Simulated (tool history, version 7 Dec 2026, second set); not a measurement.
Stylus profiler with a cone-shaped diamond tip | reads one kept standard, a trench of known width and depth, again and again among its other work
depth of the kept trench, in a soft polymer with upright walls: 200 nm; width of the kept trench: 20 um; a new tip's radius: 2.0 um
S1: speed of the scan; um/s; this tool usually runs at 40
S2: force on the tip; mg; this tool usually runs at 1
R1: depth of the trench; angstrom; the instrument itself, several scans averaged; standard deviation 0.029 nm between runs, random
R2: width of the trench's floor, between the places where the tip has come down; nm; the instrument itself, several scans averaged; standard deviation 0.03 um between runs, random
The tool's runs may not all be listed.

{"run": 1, "hour": 0.0, "S1": 40, "S2": 1, "R1": 2005.6, "R2": 17960}
{"run": 2, "hour": 13.1, "S1": 26, "S2": 1, "R1": 2005.8, "R2": 18090}
{"run": 3, "hour": 32.3, "S1": 26, "S2": 1, "R1": 2006, "R2": 18000}
{"run": 4, "hour": 48.4, "S1": 26, "S2": 1, "R1": 2005.7, "R2": 18060}
{"run": 5, "hour": 68.9, "S1": 26, "S2": 1, "R1": 2005.9, "R2": 17940}
{"run": 6, "hour": 87.6, "S1": 48, "S2": 1, "R1": 2006.1, "R2": 17830}
{"run": 7, "hour": 107.1, "S1": 91, "S2": 1, "R1": 2005.5, "R2": 17620}
{"run": 8, "hour": 118.8, "S1": 40, "S2": 1.2, "R1": 2007, "R2": 17850}
{"run": 9, "hour": 135.4, "S1": 40, "S2": 1, "R1": 2006.2, "R2": 17900}
{"run": 10, "hour": 145.1, "S1": 40, "S2": 1, "R1": 2006.3, "R2": 17850}
{"hour": 146.8, "done": "height scale calibrated on a step standard"}
{"run": 11, "hour": 161.5, "S1": 40, "S2": 1, "R1": 2007, "R2": 17860}
{"run": 12, "hour": 179.9, "S1": 40, "S2": 1, "R1": 2006.7, "R2": 17810}
{"run": 13, "hour": 189.2, "S1": 157, "S2": 1.31, "R1": 2007.8, "R2": 17230}
{"hour": 190.7, "done": "height scale calibrated on a step standard, once more"}
{"run": 14, "hour": 200.6, "S1": 157, "S2": 1.31, "R1": 2006.7, "R2": 17190}
{"run": 15, "hour": 221.7, "S1": 157, "S2": 1.31, "R1": 2006.6, "R2": 17210}
{"run": 16, "hour": 242.5, "S1": 157, "S2": 1, "R1": 2005.6, "R2": 17100}
{"run": 17, "hour": 255.0, "S1": 59, "S2": 1.75, "R1": 2008.4, "R2": 17810}
{"run": 18, "hour": 273.6, "S1": 40, "S2": 0.54, "R1": 2004.3, "R2": 17710}
{"run": 19, "hour": 285.3, "S1": 10, "S2": 0.62, "R1": 2004.9, "R2": 18010}
{"run": 20, "hour": 295.7, "S1": 10, "S2": 0.62, "R1": 2004.5, "R2": 17960}

What if the next run were any one of these 4? Each begins from the tool's condition after run 20:
{"run": "A", "hour": 307.4, "S1": 73, "S2": 0.62, "R1": "?", "R2": "?"}
{"run": "B", "hour": 307.4, "S1": 40, "S2": 1.67, "R1": "?", "R2": "?"}
{"run": "C", "hour": 307.4, "S1": 69, "S2": 2.28, "R1": "?", "R2": "?"}
{"run": "D", "hour": 307.4, "S1": 15, "S2": 2.04, "R1": "?", "R2": "?"}

run=A R1=2004.5 R2=17500
run=B R1=2008.3 R2=17830
run=C R1=2010.3 R2=17800
run=D R1=2009.3 R2=18020
Stripped of hidden state, with their random variation kept, the same runs would have yielded:
run=A R1=2004.2 R2=17720
run=B R1=2008.1 R2=18050
run=C R1=2010.1 R2=18010
run=D R1=2009 R2=18230

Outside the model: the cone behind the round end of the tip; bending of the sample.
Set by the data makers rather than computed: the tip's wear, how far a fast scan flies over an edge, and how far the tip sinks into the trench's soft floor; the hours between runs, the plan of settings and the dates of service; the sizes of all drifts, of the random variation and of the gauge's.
